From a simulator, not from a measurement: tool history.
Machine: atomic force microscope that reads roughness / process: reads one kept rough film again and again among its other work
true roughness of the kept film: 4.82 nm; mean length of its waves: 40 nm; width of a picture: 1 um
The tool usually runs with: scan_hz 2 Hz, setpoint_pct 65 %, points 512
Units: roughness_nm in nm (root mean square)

{"run": 1, "day": 0.0, "scan_hz": 2, "setpoint_pct": 65, "points": 512, "roughness_nm": 4.146}
{"run": 2, "day": 0.533, "scan_hz": 2, "setpoint_pct": 65, "points": 512, "roughness_nm": 4.144}
{"run": 3, "day": 1.029, "scan_hz": 2, "setpoint_pct": 65, "points": 512, "roughness_nm": 4.149}
{"run": 4, "day": 1.562, "scan_hz": 2, "setpoint_pct": 65, "points": 512, "roughness_nm": 4.125}
{"run": 5, "day": 1.962, "scan_hz": 1.45, "setpoint_pct": 65, "points": 512, "roughness_nm": 4.151}
{"day": 2.083, "done": "new tip fitted"}
{"run": 6, "day": 2.396, "scan_hz": 1.45, "setpoint_pct": 65, "points": 512, "roughness_nm": 4.393}
{"run": 7, "day": 2.783, "scan_hz": 1.03, "setpoint_pct": 64, "points": 1006, "roughness_nm": 4.421}
{"run": 8, "day": 3.221, "scan_hz": 1.03, "setpoint_pct": 64, "points": 1006, "roughness_nm": 4.418}
{"run": 9, "day": 3.596, "scan_hz": 1.03, "setpoint_pct": 64, "points": 1006, "roughness_nm": 4.381}
{"run": 10, "day": 3.942, "scan_hz": 2, "setpoint_pct": 82, "points": 268, "roughness_nm": 3.995}
{"run": 11, "day": 4.212, "scan_hz": 2, "setpoint_pct": 82, "points": 268, "roughness_nm": 4.003}

Forecast each of these 4 alternatives for the next run:
{"run": "A", "day": 4.529, "scan_hz": 3.08, "setpoint_pct": 62, "points": 512, "roughness_nm": "?"}
{"run": "B", "day": 4.529, "scan_hz": 2, "setpoint_pct": 82, "points": 690, "roughness_nm": "?"}
{"run": "C", "day": 4.529, "scan_hz": 2, "setpoint_pct": 86, "points": 496, "roughness_nm": "?"}
{"run": "D", "day": 4.529, "scan_hz": 0.99, "setpoint_pct": 56, "points": 692, "roughness_nm": "?"}

run=A roughness_nm=4.238
run=B roughness_nm=4.024
run=C roughness_nm=3.921
run=D roughness_nm=4.41
Had the tool no hidden state, the same runs would have come out as:
run=A roughness_nm=4.301
run=B roughness_nm=4.085
run=C roughness_nm=3.98
run=D roughness_nm=4.476
